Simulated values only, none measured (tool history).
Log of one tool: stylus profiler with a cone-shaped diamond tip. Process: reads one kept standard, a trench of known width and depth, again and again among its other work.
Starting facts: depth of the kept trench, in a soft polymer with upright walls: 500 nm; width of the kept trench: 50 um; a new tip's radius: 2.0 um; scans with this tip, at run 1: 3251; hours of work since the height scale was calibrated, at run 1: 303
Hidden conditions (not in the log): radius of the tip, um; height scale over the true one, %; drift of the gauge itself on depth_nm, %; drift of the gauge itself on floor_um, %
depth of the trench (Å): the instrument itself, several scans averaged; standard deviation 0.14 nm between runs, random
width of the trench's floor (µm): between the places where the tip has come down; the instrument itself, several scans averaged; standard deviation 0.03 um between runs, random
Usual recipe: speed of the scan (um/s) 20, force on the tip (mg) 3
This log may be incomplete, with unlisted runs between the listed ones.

| run | day | speed of the scan (um/s) | force on the tip (mg) | scans with this tip | hours of work since the height scale was calibrated | depth of the trench (Å) | width of the trench's floor (µm) |
|---|---|---|---|---|---|---|---|
| 1 | 0 | 20 | 3 | 3251 | 303 | 5080.6 | 46.83 |
| 2 | 3.708 | 20 | 5.89 | 3640 | 339 | 5119.8 | 46.77 |
| 3 | 6.692 | 20 | 3 | 3953 | 368 | 5079 | 46.77 |
| 4 | 8.492 | 20 | 3 | 4142 | 385 | 5079.8 | 46.73 |
| 5 | 10.938 | 10 | 3 | 4398 | 409 | 5081.1 | 46.69 |
| 6 | 12.721 | 10 | 3 | 4585 | 427 | 5080.6 | 46.68 |
| 7 | 15.754 | 46 | 3 | 4904 | 456 | 5079.8 | 46.67 |
| 8 | 19.788 | 9 | 1.39 | 5327 | 496 | 5051.9 | 46.54 |
| 9 | 23.304 | 17 | 2.81 | 5695 | 530 | 5075.8 | 46.55 |
| 10 | 27.075 | 11 | 1.11 | 6091 | 567 | 5048.1 | 46.47 |

Run 11 is up next; what results do you expect?
| 11 | 29.35 | 11 | 1.11 | 6330 | 589 | ? | ? |

{"run 11": {"depth of the trench (Å)": 5048.1, "width of the trench's floor (µm)": 46.42}}
On a tool with no hidden condition, and with the same random variation, this run would have come out at depth of the trench (Å) 5037.2, width of the trench's floor (µm) 47.29.
